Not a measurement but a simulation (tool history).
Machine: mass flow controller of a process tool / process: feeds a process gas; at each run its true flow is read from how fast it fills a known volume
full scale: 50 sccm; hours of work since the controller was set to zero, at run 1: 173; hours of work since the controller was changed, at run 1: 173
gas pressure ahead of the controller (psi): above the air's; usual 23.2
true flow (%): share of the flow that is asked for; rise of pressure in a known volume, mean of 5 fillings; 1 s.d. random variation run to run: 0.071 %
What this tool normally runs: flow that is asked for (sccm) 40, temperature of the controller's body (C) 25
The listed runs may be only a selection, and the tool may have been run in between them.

run     day  flow that is asked for (sccm)  gas pressure ahead of the controller (psi)  temperature of the controller's body (C)  hours of work since the controller was set to zero  hours of work since the controller was changed  true flow (%)
  1   0.000                             40                                        23.2                                        25                                                 173                                             173          99.75
  2   5.488                             40                                        23.2                                        25                                                 261                                             261          99.77
  3   9.438                             40                                        23.2                                        24                                                 324                                             324          99.72
  4  12.542                             40                                        23.2                                        24                                                 374                                             374          99.66
  5  18.738                             40                                        23.2                                        25                                                 473                                             473          99.62
  6  21.779                             20                                        23.2                                        25                                                 521                                             521          99.11
  7  25.696                             20                                        23.2                                        25                                                 584                                             584          99.04
  8  29.225                             20                                        23.2                                        25                                                 640                                             640          98.96
  9  34.538                             40                                        38.4                                        25                                                 725                                             725          99.48
     34.954  -- controller's zero set anew
 10  38.900                             40                                        23.2                                        25                                                  63                                             795          99.50
 11  44.183                              8                                        23.2                                        25                                                 147                                             879          97.56
 12  49.425                             40                                        23.2                                        25                                                 231                                             963          99.44
     50.858  -- controller's zero set anew, once more
 13  52.196                              9                                        29.3                                        30                                                  21                                            1007          98.93
 14  57.146                             29                                        25.5                                        20                                                 101                                            1086          99.09
 15  59.733                             29                                        23.2                                        36                                                 142                                            1127          99.57
 16  64.662                             29                                        23.2                                        36                                                 221                                            1206          99.66
 17  70.188                             29                                        23.2                                        36                                                 309                                            1294          99.61
 18  73.100                             40                                        30.3                                        25                                                 355                                            1341          99.49
 19  78.117                             40                                        22.3                                        25                                                 436                                            1421          99.58
 20  80.971                             19                                        24.5                                        25                                                 481                                            1467          98.94
 21  87.196                             40                                        22.9                                        25                                                 581                                            1566          99.54
 22  90.800                             40                                        22.9                                        25                                                 638                                            1624          99.63
 23  96.933                             42                                        21.2                                        37                                                 736                                            1722         100.04

What if the next run were any one of these 4? Each begins from the tool's condition after run 23:
  A  100.954                             40                                        23.2                                        27                                                 800                                            1786              ?
  B  100.954                             40                                        22.2                                        30                                                 800                                            1786              ?
  C  100.954                             35                                        35.7                                        21                                                 800                                            1786              ?
  D  100.954                             22                                        24.4                                        32                                                 800                                            1786              ?

run  true flow (%)
  A          99.54
  B          99.56
  C          98.97
  D          99.14
With the hidden condition removed and each run's random variation left untouched, the same runs would have given:
run  true flow (%)
  A          99.88
  B          99.90
  C          99.34
  D          99.63
